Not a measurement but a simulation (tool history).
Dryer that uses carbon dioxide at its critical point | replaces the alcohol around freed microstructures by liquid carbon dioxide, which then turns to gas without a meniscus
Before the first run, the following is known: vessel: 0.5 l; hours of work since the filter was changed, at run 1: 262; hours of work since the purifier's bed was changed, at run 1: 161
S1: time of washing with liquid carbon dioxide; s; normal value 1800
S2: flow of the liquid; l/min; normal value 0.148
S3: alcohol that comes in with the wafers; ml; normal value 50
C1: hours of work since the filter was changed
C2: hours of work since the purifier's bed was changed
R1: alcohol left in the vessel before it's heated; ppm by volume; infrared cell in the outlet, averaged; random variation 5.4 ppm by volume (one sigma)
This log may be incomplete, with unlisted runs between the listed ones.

{"run": 1, "hour": 0.0, "S1": 1800, "S2": 0.148, "S3": 50, "C1": 262, "C2": 161, "R1": 311}
{"run": 2, "hour": 20.0, "S1": 1800, "S2": 0.148, "S3": 69, "C1": 270, "C2": 169, "R1": 421}
{"run": 3, "hour": 37.0, "S1": 1800, "S2": 0.148, "S3": 69, "C1": 277, "C2": 175, "R1": 438}
{"run": 4, "hour": 48.4, "S1": 1800, "S2": 0.148, "S3": 69, "C1": 281, "C2": 180, "R1": 440}
{"run": 5, "hour": 59.4, "S1": 1800, "S2": 0.148, "S3": 69, "C1": 286, "C2": 184, "R1": 445}
{"run": 6, "hour": 73.1, "S1": 1800, "S2": 0.148, "S3": 69, "C1": 291, "C2": 190, "R1": 445}
{"run": 7, "hour": 86.5, "S1": 1200, "S2": 0.148, "S3": 69, "C1": 297, "C2": 195, "R1": 3005}
{"run": 8, "hour": 101.2, "S1": 1800, "S2": 0.148, "S3": 50, "C1": 302, "C2": 201, "R1": 356}
{"run": 9, "hour": 114.2, "S1": 1800, "S2": 0.148, "S3": 50, "C1": 308, "C2": 206, "R1": 357}
{"run": 10, "hour": 129.3, "S1": 1800, "S2": 0.148, "S3": 50, "C1": 314, "C2": 212, "R1": 362}
{"run": 11, "hour": 140.3, "S1": 1800, "S2": 0.148, "S3": 50, "C1": 318, "C2": 216, "R1": 366}
{"run": 12, "hour": 159.7, "S1": 1800, "S2": 0.148, "S3": 50, "C1": 326, "C2": 224, "R1": 381}
{"run": 13, "hour": 176.7, "S1": 2640, "S2": 0.089, "S3": 26, "C1": 332, "C2": 231, "R1": 429}
{"run": 14, "hour": 197.7, "S1": 1260, "S2": 0.089, "S3": 36, "C1": 341, "C2": 239, "R1": 6992}
{"run": 15, "hour": 208.7, "S1": 1260, "S2": 0.089, "S3": 36, "C1": 345, "C2": 244, "R1": 7075}
{"run": 16, "hour": 229.9, "S1": 1320, "S2": 0.089, "S3": 23, "C1": 354, "C2": 252, "R1": 4061}
{"run": 17, "hour": 243.6, "S1": 1800, "S2": 0.176, "S3": 50, "C1": 359, "C2": 258, "R1": 162}
{"hour": 255.1, "done": "inlet filter changed"}
{"run": 18, "hour": 261.1, "S1": 1800, "S2": 0.176, "S3": 50, "C1": 2, "C2": 264, "R1": 63}
{"run": 19, "hour": 271.4, "S1": 1140, "S2": 0.132, "S3": 39, "C1": 7, "C2": 268, "R1": 1867}
{"run": 20, "hour": 289.6, "S1": 1140, "S2": 0.188, "S3": 33, "C1": 14, "C2": 276, "R1": 345}
{"run": 21, "hour": 302.9, "S1": 1140, "S2": 0.188, "S3": 33, "C1": 19, "C2": 281, "R1": 352}

Run 22 has not been measured yet. What should we expect?
{"run": 22, "hour": 318.2, "S1": 1920, "S2": 0.093, "S3": 23, "C1": 25, "C2": 287, "R1": "?"}

Run 22 produced R1 636 ppm by volume.
On a tool with no hidden condition, and with the same random variation, this run would have come out at R1 574 ppm by volume.
